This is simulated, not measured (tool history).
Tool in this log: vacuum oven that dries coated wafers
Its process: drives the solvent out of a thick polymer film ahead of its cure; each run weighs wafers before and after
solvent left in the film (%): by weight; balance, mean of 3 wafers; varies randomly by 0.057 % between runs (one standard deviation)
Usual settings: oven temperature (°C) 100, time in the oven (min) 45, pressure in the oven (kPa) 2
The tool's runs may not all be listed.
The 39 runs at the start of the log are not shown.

| run | day | oven temperature (°C) | time in the oven (min) | pressure in the oven (kPa) | hours of work since the thermocouples were calibrated | hours of work since the vacuum gauge was cleaned of residue | solvent left in the film (%) |
|---|---|---|---|---|---|---|---|
| 40 | 47.958 | 90 | 65 | 4.99 | 627 | 1105 | 7.68 |
| 41 | 49.271 | 90 | 25 | 2.08 | 641 | 1119 | 6.9 |
| 42 | 50.296 | 90 | 25 | 2.08 | 653 | 1130 | 7.04 |
| 43 | 51.979 | 88 | 58 | 2.08 | 671 | 1148 | 5.01 |
| 44 | 53.383 | 94 | 34 | 2 | 686 | 1163 | 4.93 |
| 45 | 54.658 | 94 | 34 | 2 | 700 | 1177 | 5.03 |
| 46 | 56.296 | 100 | 45 | 1.29 | 717 | 1195 | 2.17 |
| 47 | 57.2 | 98 | 45 | 3.1 | 727 | 1205 | 4.17 |

4 ways to go on from here, each from the tool as it stands after run 47. What would each give?
| A | 58.433 | 94 | 40 | 2.91 | 740 | 1218 | ? |
| B | 58.433 | 89 | 28 | 3.1 | 740 | 1218 | ? |
| C | 58.433 | 98 | 45 | 2 | 740 | 1218 | ? |
| D | 58.433 | 105 | 41 | 2 | 740 | 1218 | ? |

| run | solvent left in the film (%) |
|---|---|
| A | 5.36 |
| B | 7.87 |
| C | 3.15 |
| D | 2.06 |
With the hidden condition removed and each run's random variation left untouched, the same runs would have given:
| run | solvent left in the film (%) |
|---|---|
| A | 5.35 |
| B | 7.86 |
| C | 3.14 |
| D | 2.05 |
